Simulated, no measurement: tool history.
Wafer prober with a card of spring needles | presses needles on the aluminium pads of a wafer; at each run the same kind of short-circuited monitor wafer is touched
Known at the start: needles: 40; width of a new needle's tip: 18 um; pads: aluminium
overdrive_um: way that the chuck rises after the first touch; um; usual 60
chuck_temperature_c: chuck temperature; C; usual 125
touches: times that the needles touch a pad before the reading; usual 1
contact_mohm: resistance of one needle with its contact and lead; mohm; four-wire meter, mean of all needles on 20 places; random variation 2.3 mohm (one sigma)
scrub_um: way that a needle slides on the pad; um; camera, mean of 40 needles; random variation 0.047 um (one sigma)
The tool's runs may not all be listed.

Run 1, hour 0: usual settings. Result: contact_mohm 250 mohm, scrub_um 8.59 um.
At hour 3.6: tips cleaned on abrasive film.
At hour 10.3: tips cleaned on abrasive film.
Run 2, hour 11.7: usual settings. Result: contact_mohm 249 mohm, scrub_um 8.57 um.
At hour 16.8: tips cleaned on abrasive film.
Run 3, hour 17.9: usual settings. Result: contact_mohm 258 mohm, scrub_um 8.48 um.
At hour 24: tips cleaned on abrasive film.
Run 4, hour 27: usual settings. Result: contact_mohm 254 mohm, scrub_um 8.42 um.
At hour 30.5: tips cleaned on abrasive film.
At hour 37.2: tips cleaned on abrasive film.
Run 5, hour 37.3: usual settings. Result: contact_mohm 251 mohm, scrub_um 8.44 um.
Run 6, hour 42.7: usual settings. Result: contact_mohm 253 mohm, scrub_um 8.52 um.
At hour 43.8: tips cleaned on abrasive film.
At hour 50.2: tips cleaned on abrasive film.
Run 7, hour 50.8: usual settings. Result: contact_mohm 249 mohm, scrub_um 8.64 um.
At hour 56.9: tips cleaned on abrasive film.
Run 8, hour 58.6: usual settings. Result: contact_mohm 255 mohm, scrub_um 8.53 um.
At hour 63.3: tips cleaned on abrasive film.
Run 9, hour 68.4: usual settings but overdrive_um 79 um. Result: contact_mohm 251 mohm, scrub_um 11.34 um.
At hour 70.2: tips cleaned on abrasive film.
At hour 76.9: tips cleaned on abrasive film.
Run 10, hour 79.5: usual settings but overdrive_um 79 um. Result: contact_mohm 251 mohm, scrub_um 11.43 um.
At hour 83.9: tips cleaned on abrasive film.
Run 11, hour 89.4: usual settings but overdrive_um 79 um. Result: contact_mohm 250 mohm, scrub_um 11.32 um.
At hour 90.9: tips cleaned on abrasive film.
At hour 94.1: height of the first contact set anew.
At hour 97.6: tips cleaned on abrasive film.
Run 12, hour 97.6: usual settings but overdrive_um 79 um. Result: contact_mohm 249 mohm, scrub_um 11.29 um.
Run 13, hour 102.9: usual settings but overdrive_um 79 um. Result: contact_mohm 251 mohm, scrub_um 11.3 um.
At hour 104: tips cleaned on abrasive film.
Run 14, hour 109.1: usual settings but overdrive_um 79 um. Result: contact_mohm 250 mohm, scrub_um 11.28 um.
At hour 110.8: tips cleaned on abrasive film.
At hour 118.1: tips cleaned on abrasive film.
Run 15, hour 119.1: usual settings but overdrive_um 79 um. Result: contact_mohm 251 mohm, scrub_um 11.34 um.
At hour 125: tips cleaned on abrasive film.
Run 16, hour 125.6: usual settings but overdrive_um 66 um. Result: contact_mohm 256 mohm, scrub_um 9.49 um.
At hour 132.1: tips cleaned on abrasive film.
Run 17, hour 134: usual settings but overdrive_um 72 um, chuck_temperature_c 43 C. Result: contact_mohm 236 mohm, scrub_um 10.24 um.
At hour 138.9: tips cleaned on abrasive film.
Run 18, hour 143.4: usual settings but chuck_temperature_c 43 C, touches 2. Result: contact_mohm 233 mohm, scrub_um 8.6 um.
At hour 145.3: tips cleaned on abrasive film.
At hour 151.7: tips cleaned on abrasive film.
Run 19, hour 152.9: usual settings but chuck_temperature_c 43 C, touches 2. Result: contact_mohm 232 mohm, scrub_um 8.64 um.
At hour 158.5: tips cleaned on abrasive film.
Run 20, hour 161.3: usual settings but overdrive_um 59 um, chuck_temperature_c 43 C, touches 2. Result: contact_mohm 231 mohm, scrub_um 8.48 um.
At hour 165: tips cleaned on abrasive film.
Run 21, hour 170.9: usual settings but overdrive_um 65 um, chuck_temperature_c 48 C, touches 2. Result: contact_mohm 234 mohm, scrub_um 9.4 um.
At hour 171.6: tips cleaned on abrasive film.
At hour 178: tips cleaned on abrasive film.
Run 22, hour 178.9: usual settings but overdrive_um 65 um, chuck_temperature_c 48 C, touches 2. Result: contact_mohm 233 mohm, scrub_um 9.33 um.
At hour 185.4: tips cleaned on abrasive film.
Run 23, hour 188.6: usual settings but overdrive_um 65 um, chuck_temperature_c 31 C. Result: contact_mohm 227 mohm, scrub_um 9.39 um.
At hour 192.1: tips cleaned on abrasive film.
Run 24, hour 198.3: usual settings but overdrive_um 65 um, chuck_temperature_c 31 C. Result: contact_mohm 225 mohm, scrub_um 9.41 um.
At hour 199: tips cleaned on abrasive film.
At hour 205.9: tips cleaned on abrasive film.
Run 25, hour 209.8: usual settings but overdrive_um 65 um, chuck_temperature_c 31 C. Result: contact_mohm 231 mohm, scrub_um 9.36 um.
At hour 212.6: tips cleaned on abrasive film.
At hour 219.1: tips cleaned on abrasive film.
Run 26, hour 219.2: usual settings but overdrive_um 65 um, chuck_temperature_c 31 C. Result: contact_mohm 228 mohm, scrub_um 9.37 um.

Run 27 comes next. What will it give?
At hour 226.1: tips cleaned on abrasive film.
Run 27, hour 227.2: usual settings but overdrive_um 65 um, chuck_temperature_c 31 C. Result: contact_mohm ?, scrub_um ?.

{"run 27": {"contact_mohm": 229, "scrub_um": 9.45}}
Without the tool's hidden state the same run would have given contact_mohm 228 mohm, scrub_um 9.23 um.
